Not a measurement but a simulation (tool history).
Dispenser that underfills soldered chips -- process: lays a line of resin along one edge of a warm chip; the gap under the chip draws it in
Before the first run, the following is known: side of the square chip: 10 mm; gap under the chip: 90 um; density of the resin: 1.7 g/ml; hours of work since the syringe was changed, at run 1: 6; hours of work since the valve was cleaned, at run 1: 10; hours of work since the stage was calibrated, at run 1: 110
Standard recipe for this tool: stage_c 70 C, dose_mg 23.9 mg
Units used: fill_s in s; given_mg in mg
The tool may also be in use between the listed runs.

run	day	stage_c	dose_mg	hours of work since the syringe was changed	hours of work since the valve was cleaned	hours of work since the stage was calibrated	fill_s	given_mg
1	0.000	70	23.9	6	10	110	30.6	23.77
# day 0.158: new syringe of resin
2	0.238	68	23.9	2	14	114	30.2	23.74
3	0.412	70	23.9	5	17	117	31.5	23.66
4	0.558	70	23.9	7	20	120	35.1	23.67
# day 0.612: new syringe of resin
5	0.746	66	23.9	2	23	123	33.5	23.57
6	0.904	66	23.9	5	26	126	37.4	23.59
# day 1.071: new syringe of resin
7	1.096	70	24.9	0	29	129	25.3	24.58
8	1.238	70	23.9	3	32	132	28.4	23.50
9	1.383	70	23.9	6	34	134	31.4	23.45
# day 1.517: new syringe of resin
10	1.567	84	23.9	1	38	138	15.7	23.36
11	1.708	84	23.9	3	40	140	17.6	23.23
12	1.888	84	23.9	7	43	144	19.6	23.25

Forecast run 13:
# day 1.979: new syringe of resin
13	2.008	84	23.9	1	45	145	?	?

fill_s: 15.3 s
given_mg: 23.25 mg
If the tool had no hidden condition, the same run with the same run-to-run variation would have returned fill_s 14.4 s, given_mg 23.89 mg.

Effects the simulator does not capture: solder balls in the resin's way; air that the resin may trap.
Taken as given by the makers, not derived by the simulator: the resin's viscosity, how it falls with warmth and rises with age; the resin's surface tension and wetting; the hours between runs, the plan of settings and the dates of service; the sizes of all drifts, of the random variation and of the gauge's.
